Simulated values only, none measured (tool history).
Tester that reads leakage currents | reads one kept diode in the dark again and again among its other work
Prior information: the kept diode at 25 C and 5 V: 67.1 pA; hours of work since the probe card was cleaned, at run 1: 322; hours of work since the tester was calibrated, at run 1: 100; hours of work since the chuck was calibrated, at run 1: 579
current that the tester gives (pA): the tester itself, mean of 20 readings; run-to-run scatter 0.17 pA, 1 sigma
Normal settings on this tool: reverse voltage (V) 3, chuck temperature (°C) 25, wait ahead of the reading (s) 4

run,hour,reverse voltage (V),chuck temperature (°C),wait ahead of the reading (s),hours of work since the probe card was cleaned,hours of work since the tester was calibrated,hours of work since the chuck was calibrated,current that the tester gives (pA)
1,0,3,25,4,322,100,579,57.43
2,164,3,25,4,452,230,709,58.28
3,263.6,3,25,4,531,308,788,58.85
4,361.2,3,25,4,608,386,865,59.51
5,508.9,3,42,4,725,502,982,255.61
6,621.5,3,42,4,814,592,1071,255.78
7,771.1,3,33,4,932,710,1189,121.53
8,850.2,3,33,4,995,772,1252,122.61
9,991.7,3,40,4,1107,884,1364,222.11
10,1110.9,3,40,4,1201,979,1458,221.33
11,1210.6,3,40,4,1280,1058,1537,221.97
12,1360.8,3.22,25,4,1399,1176,1656,66.5
13,1446.7,3,34,4,1467,1244,1724,137
14,1543.9,3,47,4,1544,1321,1801,397.25
15,1661.3,3,46,4,1636,1414,1893,366.64
16,1745.2,3,46,4,1703,1481,1960,367.84
# hour 1775.7: probe card cleaned and baked
17,1854.7,3,25,4,63,1565,2044,68.88
18,1989.3,3,25,4,169,1671,2150,69.37
19,2100.3,3,25,4,257,1759,2238,70.31
# hour 2133.6: chuck's temperature calibrated
20,2217,3,25,4,348,1850,66,65.28
# hour 2355.9: probe card cleaned and baked, once more
21,2416.7,3,25,4,48,2005,222,53.67
22,2556.6,6.48,49,9.12,159,2116,332,588.91
23,2678.7,1.55,49,3.19,255,2213,429,326.98
24,2845.9,1.55,49,3.19,388,2345,561,328.57
25,3014.5,2.56,41,4,521,2478,695,212.24
26,3110.6,19.76,49,8.08,597,2554,771,952.56
27,3230,3,41,2.05,692,2649,865,228.37
28,3343,3,41,2.05,781,2738,954,229.94
29,3505.6,2.38,41,6.17,910,2867,1083,208.17
30,3643.6,2.68,45,5.12,1019,2976,1192,305.4
31,3772.5,1.23,37,1.1,1121,3078,1294,114.91
32,3872.1,3,40,1.77,1200,3157,1373,216.91
33,4003.7,5.89,40,1.77,1304,3261,1477,289.33
34,4179.5,3.13,40,6.29,1443,3400,1616,222.47
35,4348.5,3.13,40,6.29,1576,3534,1750,223.18
36,4497.4,3,50,5.04,1694,3652,1868,488.59
# hour 4549.5: probe card cleaned and baked
# hour 4551.5: tester calibrated
37,4600,3,50,5.04,38,38,1945,495.24
38,4686.9,17.87,27,0.7,107,107,2014,153.32
39,4816.9,17.87,27,0.7,210,210,2117,156.27

Here are 4 independent what-if runs from the current tool condition. What would each one return?
A,4945.7,17.13,24,7.44,312,312,2219,?
B,4945.7,17.23,28,4,312,312,2219,?
C,4945.7,17.87,58,0.7,312,312,2219,?
D,4945.7,11.23,49,4,312,312,2219,?

run,current that the tester gives (pA)
A,117.22
B,167.83
C,1938.94
D,794.86
Take away the tool's hidden state, keep each run's random variation, and the runs would have read:
run,current that the tester gives (pA)
A,101.55
B,148.92
C,1825.41
D,744.02
